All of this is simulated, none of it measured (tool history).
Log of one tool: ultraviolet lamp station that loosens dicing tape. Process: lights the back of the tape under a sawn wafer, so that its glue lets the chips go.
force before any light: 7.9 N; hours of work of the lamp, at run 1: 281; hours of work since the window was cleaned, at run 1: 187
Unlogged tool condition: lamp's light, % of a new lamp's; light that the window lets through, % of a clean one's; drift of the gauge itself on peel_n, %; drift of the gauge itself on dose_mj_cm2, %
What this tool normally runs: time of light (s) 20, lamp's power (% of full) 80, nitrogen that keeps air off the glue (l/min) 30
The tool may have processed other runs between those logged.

| run | day | time of light (s) | lamp's power (% of full) | nitrogen that keeps air off the glue (l/min) | hours of work of the lamp | hours of work since the window was cleaned | force that peels the tape off (N) | light that reached the tape (J/m2) |
|---|---|---|---|---|---|---|---|---|
| 1 | 0 | 20 | 80 | 30 | 281 | 187 | 0.646 | 2170 |
| 2 | 0.283 | 20 | 80 | 30 | 286 | 192 | 0.674 | 2260 |
| 3 | 0.621 | 20 | 80 | 30 | 291 | 197 | 0.664 | 2210 |
| 4 | 1.158 | 20 | 80 | 30 | 300 | 206 | 0.643 | 2220 |
| 5 | 1.825 | 20 | 84 | 30 | 311 | 217 | 0.6 | 2310 |
| 6 | 2.196 | 20 | 77 | 30 | 316 | 222 | 0.679 | 2130 |
| 7 | 2.65 | 11 | 70 | 38 | 324 | 230 | 2.016 | 1090 |
| 8 | 3.25 | 28 | 68 | 27 | 333 | 239 | 0.519 | 2630 |
| 9 | 3.871 | 28 | 68 | 20 | 343 | 249 | 0.598 | 2630 |
| 10 | 4.517 | 23 | 82 | 30 | 354 | 260 | 0.499 | 2600 |
| 11 | 4.879 | 14 | 81 | 18 | 360 | 266 | 1.567 | 1580 |
| 12 | 5.321 | 20 | 67 | 30 | 367 | 273 | 0.917 | 1840 |

4 options for the next run, each taken on its own from the tool as it stands now. Forecast them:
| A | 5.929 | 17 | 94 | 15 | 376 | 282 | ? | ? |
| B | 5.929 | 11 | 90 | 41 | 376 | 282 | ? | ? |
| C | 5.929 | 15 | 62 | 34 | 376 | 282 | ? | ? |
| D | 5.929 | 31 | 64 | 47 | 376 | 282 | ? | ? |

| run | force that peels the tape off (N) | light that reached the tape (J/m2) |
|---|---|---|
| A | 0.965 | 2170 |
| B | 1.309 | 1380 |
| C | 1.552 | 1310 |
| D | 0.381 | 2740 |
What these runs would have given with no unlogged condition in the tool:
| run | force that peels the tape off (N) | light that reached the tape (J/m2) |
|---|---|---|
| A | 0.964 | 2170 |
| B | 1.307 | 1380 |
| C | 1.549 | 1310 |
| D | 0.38 | 2740 |

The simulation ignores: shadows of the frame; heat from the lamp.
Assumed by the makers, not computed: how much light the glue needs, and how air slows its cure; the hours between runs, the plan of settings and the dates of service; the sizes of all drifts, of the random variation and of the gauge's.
